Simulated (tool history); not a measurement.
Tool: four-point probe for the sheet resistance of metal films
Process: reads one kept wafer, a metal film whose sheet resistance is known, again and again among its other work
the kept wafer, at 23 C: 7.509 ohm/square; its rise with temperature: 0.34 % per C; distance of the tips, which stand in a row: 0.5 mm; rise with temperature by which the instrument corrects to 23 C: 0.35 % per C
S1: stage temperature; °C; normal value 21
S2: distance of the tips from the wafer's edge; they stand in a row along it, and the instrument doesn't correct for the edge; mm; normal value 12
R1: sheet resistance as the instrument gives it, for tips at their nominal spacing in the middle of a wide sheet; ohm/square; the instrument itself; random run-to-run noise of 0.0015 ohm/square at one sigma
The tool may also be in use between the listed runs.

run 1 day=0 | S1=21 S2=12 | R1=7.559257
run 2 day=1.521 | S1=21 S2=67 | R1=7.555595
run 3 day=2.429 | S1=21 S2=14 | R1=7.559421
-- day=3.217 stage's thermometer calibrated
run 4 day=4.288 | S1=21 S2=14 | R1=7.577746
run 5 day=5.954 | S1=21 S2=6 | R1=7.602613
run 6 day=6.975 | S1=21 S2=12 | R1=7.581838
run 7 day=8.417 | S1=21 S2=12 | R1=7.580559
run 8 day=9.95 | S1=23 S2=12 | R1=7.582963
run 9 day=10.996 | S1=23 S2=12 | R1=7.580231
run 10 day=12.025 | S1=21 S2=12 | R1=7.579757
run 11 day=13.812 | S1=21 S2=12 | R1=7.58208
run 12 day=15.85 | S1=21 S2=12 | R1=7.586188
run 13 day=17.767 | S1=24 S2=12 | R1=7.587809
run 14 day=19.729 | S1=24 S2=12 | R1=7.585238
run 15 day=21.604 | S1=24 S2=12 | R1=7.58658

Forecast run 16:
run 16 day=23.55 | S1=21 S2=53 | R1=?

Run 16 gave R1 7.581909 ohm/square.
Take away the tool's hidden state, keep the run-to-run variation as it was, and the same run would have given R1 7.509336 ohm/square.
